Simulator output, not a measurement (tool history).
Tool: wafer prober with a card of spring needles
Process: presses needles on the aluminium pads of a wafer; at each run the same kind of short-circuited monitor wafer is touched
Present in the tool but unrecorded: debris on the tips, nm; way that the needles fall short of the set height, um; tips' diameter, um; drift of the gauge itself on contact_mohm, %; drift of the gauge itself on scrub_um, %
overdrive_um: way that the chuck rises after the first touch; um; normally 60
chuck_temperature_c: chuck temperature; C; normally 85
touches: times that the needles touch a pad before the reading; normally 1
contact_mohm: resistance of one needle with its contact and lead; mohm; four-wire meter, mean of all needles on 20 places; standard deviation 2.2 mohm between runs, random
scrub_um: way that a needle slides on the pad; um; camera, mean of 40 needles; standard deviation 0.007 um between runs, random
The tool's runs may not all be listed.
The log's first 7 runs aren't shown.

run   hour  overdrive_um  chuck_temperature_c  touches  touches since the tips were cleaned  cleanings since the card got new needles  touches since the first contact's height was set  contact_mohm  scrub_um
     197.0  -- tips cleaned on abrasive film
  8  211.2            60                   85        1                                 2524                                        35                                             90672           245     9.122
  9  234.7            60                   85        1                                 6703                                        35                                             94851           248     9.127
     242.9  -- tips cleaned on abrasive film
 10  271.8            60                   85        1                                 5131                                        36                                            101433           247     9.147
     288.5  -- tips cleaned on abrasive film
 11  298.0            60                   85        1                                 1694                                        37                                            106074           246     9.134
 12  315.7            60                   85        1                                 4825                                        37                                            109205           247     9.146
     333.8  -- tips cleaned on abrasive film
     336.2  -- height of the first contact set anew
 13  337.9            60                   85        2                                  677                                        38                                               307           244     9.144
 14  371.4            60                   85        2                                 6621                                        38                                              6251           246     9.167
     380.0  -- tips cleaned on abrasive film
 15  389.0            60                   85        3                                 1598                                        39                                              9359           249     9.171
 16  413.9            73                   36        2                                 6017                                        39                                             13778           230    11.156
     427.2  -- tips cleaned on abrasive film
 17  453.1            73                   36        2                                 4605                                        40                                             20730           232    11.155
     473.6  -- tips cleaned on abrasive film
 18  476.0            79                   36        2                                  423                                        41                                             24777           231    12.074
 19  498.8            48                   85        2                                 4478                                        41                                             28832           249     7.346
     518.5  -- tips cleaned on abrasive film
 20  526.1            48                   85        2                                 1352                                        42                                             33667           249     7.344
 21  542.8            49                   85        1                                 4311                                        42                                             36626           250     7.499
     564.7  -- tips cleaned on abrasive film
 22  567.9            49                   85        1                                  552                                        43                                             41065           251     7.510
 23  605.6            57                   73        3                                 7262                                        43                                             47775           243     8.734
     612.0  -- tips cleaned on abrasive film
 24  632.3            59                   61        2                                 3607                                        44                                             52506           240     9.063
     658.5  -- tips cleaned on abrasive film
 25  668.3            59                   61        2                                 1738                                        45                                             58880           242     9.065
     704.1  -- tips cleaned on abrasive film
 26  708.3            59                   61        2                                  738                                        46                                             65964           243     9.072
 27  747.6            60                   31        1                                 7721                                        46                                             72947           232     9.236
     750.4  -- tips cleaned on abrasive film
 28  776.9            74                   30        1                                 4723                                        47                                             78142           226    11.400
     796.7  -- tips cleaned on abrasive film
 29  813.7            60                  111        1                                 3024                                        48                                             84661           254     9.265
     842.9  -- tips cleaned on abrasive film
 30  852.3            60                  111        1                                 1670                                        49                                             91490           252     9.254

Alternative continuations, all from the tool just after run 30; predict every row:
  A  869.4            54                   76        1                                 4710                                        49                                             94530             ?         ?
  B  869.4            62                   81        3                                 4710                                        49                                             94530             ?         ?
  C  869.4            69                   69        1                                 4710                                        49                                             94530             ?         ?
  D  869.4            78                   31        1                                 4710                                        49                                             94530             ?         ?
  E  869.4            53                   34        3                                 4710                                        49                                             94530             ?         ?

run  contact_mohm  scrub_um
  A           246     8.348
  B           247     9.578
  C           241    10.660
  D           229    12.046
  E           236     8.190
What these runs would have given with no unlogged condition in the tool:
run  contact_mohm  scrub_um
  A           246     8.174
  B           247     9.378
  C           241    10.438
  D           228    11.796
  E           236     8.020
